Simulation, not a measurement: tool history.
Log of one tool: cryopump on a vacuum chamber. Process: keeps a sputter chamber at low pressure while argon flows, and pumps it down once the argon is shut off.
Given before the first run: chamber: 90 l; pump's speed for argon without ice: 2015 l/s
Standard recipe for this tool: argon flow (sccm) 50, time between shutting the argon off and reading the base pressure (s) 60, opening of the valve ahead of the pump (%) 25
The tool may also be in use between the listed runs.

run,day,argon flow (sccm),time between shutting the argon off and reading the base pressure (s),opening of the valve ahead of the pump (%),pressure while argon flows (Pa),pressure after the wait (uPa)
1,0,50,60,25,0.1828,1.45
2,2.183,50,230,25,0.1842,0.6
# day 3.092: pump warmed up, emptied and cooled again
3,4.083,50,230,25,0.1686,0.51
4,5.888,50,60,25,0.1683,1.37
5,8.725,50,30,25,0.1714,2.61
6,11.929,29,60,25,0.1003,1.42
7,13.775,29,60,53,0.0483,1.44
8,15.483,50,60,16,0.2688,1.47
9,18.571,50,31,25,0.176,2.6
10,21.004,50,31,25,0.1772,2.57
11,24.542,50,31,25,0.1774,2.65
12,28.029,74,97,24,0.2786,1.03
13,31.062,74,97,24,0.2836,1.11
14,33.079,74,97,36,0.1975,1.09
15,35.45,74,97,36,0.2013,1.1
# day 35.879: pump warmed up, emptied and cooled again
16,39.096,55,73,23,0.2033,1.24
17,41.525,85,73,29,0.2513,1.29
18,43.683,50,31,16,0.2659,2.6
19,46.825,37,246,20,0.1592,0.6
20,48.871,37,155,33,0.0986,0.82
21,51.5,37,155,33,0.1012,0.86
22,53.738,38,155,30,0.1141,0.8

Alternative continuations, all from the tool just after run 22; predict every row:
A,55.492,23,109,39,?,?
B,55.492,98,155,29,?,?
C,55.492,38,185,22,?,?

run,pressure while argon flows (Pa),pressure after the wait (uPa)
A,0.055,1.06
B,0.3048,0.87
C,0.1539,0.78
The same runs, with their run-to-run variation unchanged, on a tool lacking any hidden condition would have given:
run,pressure while argon flows (Pa),pressure after the wait (uPa)
A,0.0502,0.84
B,0.2841,0.65
C,0.1458,0.56
